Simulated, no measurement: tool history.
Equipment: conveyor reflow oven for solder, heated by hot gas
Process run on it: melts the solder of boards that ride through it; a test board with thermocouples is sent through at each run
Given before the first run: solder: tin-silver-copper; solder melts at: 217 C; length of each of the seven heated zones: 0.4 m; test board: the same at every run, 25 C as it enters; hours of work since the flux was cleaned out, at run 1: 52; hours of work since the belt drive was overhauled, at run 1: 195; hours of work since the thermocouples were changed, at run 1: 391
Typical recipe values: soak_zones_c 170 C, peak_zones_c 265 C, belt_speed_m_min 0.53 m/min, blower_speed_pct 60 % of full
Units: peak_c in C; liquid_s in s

run	hour	soak_zones_c	peak_zones_c	belt_speed_m_min	blower_speed_pct	hours of work since the flux was cleaned out	hours of work since the belt drive was overhauled	hours of work since the thermocouples were changed	peak_c	liquid_s
1	0	170	265	0.53	60	52	195	391	248.1	62.3
2	26.9	170	265	0.53	60	70	213	408	248.6	62.3
3	56.4	170	265	0.53	60	89	232	428	248.3	62.3
4	72	170	265	0.53	60	99	242	438	248.1	61.9
5	94.5	170	265	0.53	60	114	257	453	248	62.4
6	129.6	170	265	0.53	60	137	280	476	248	61.9
7	146.6	170	265	0.53	60	148	291	487	248.4	62.1
8	171.2	170	265	0.53	60	164	307	503	247.8	62.9
# hour 182.7: flux residue cleaned out of gas plates and filters
9	195.8	170	265	0.53	60	9	320	516	248.3	62.8
10	225.4	170	265	0.591	60	28	340	535	244.6	50.9
11	243.4	170	265	0.591	60	40	352	547	244.5	51.1
12	272.3	170	265	0.591	60	59	371	566	244.1	50.7
13	288.4	170	265	0.591	77	69	381	577	249.8	57.4
14	318	170	265	0.53	60	89	401	596	248	62
15	343.5	170	265	0.53	60	106	417	613	248.1	62.3
16	377.2	165	263	0.53	60	128	439	635	245.6	57.6
17	393.9	170	265	0.502	60	139	450	646	250	68
18	430.4	170	265	0.581	60	163	474	670	244.8	53.1
# hour 444.7: flux residue cleaned out of gas plates and filters
19	459.6	170	279	0.62	51	10	490	686	249.7	51.7
20	487.5	162	276	0.57	62	28	508	704	254.4	59.6
# hour 493.1: thermocouples of zones 6 and 7 changed
21	507.7	174	280	0.474	73	40	520	10	268.9	89.5
22	532.2	174	280	0.474	73	56	537	26	269.2	89.5
23	567.2	175	264	0.575	55	79	559	49	243.3	53.6
24	592.3	175	264	0.575	55	96	576	65	243.6	53.7
25	609.8	175	264	0.575	55	107	587	77	243.7	53.2
26	648.1	167	265	0.53	74	132	613	102	252	66

What does the tool deliver on the next run?
27	667.5	167	265	0.53	74	145	625	114	?	?

{"run 27": {"peak_c": 251.1, "liquid_s": 65.8}}
Take away the tool's hidden state, keep the run-to-run variation as it was, and the same run would have given peak_c 251.2 C, liquid_s 65.8 s.

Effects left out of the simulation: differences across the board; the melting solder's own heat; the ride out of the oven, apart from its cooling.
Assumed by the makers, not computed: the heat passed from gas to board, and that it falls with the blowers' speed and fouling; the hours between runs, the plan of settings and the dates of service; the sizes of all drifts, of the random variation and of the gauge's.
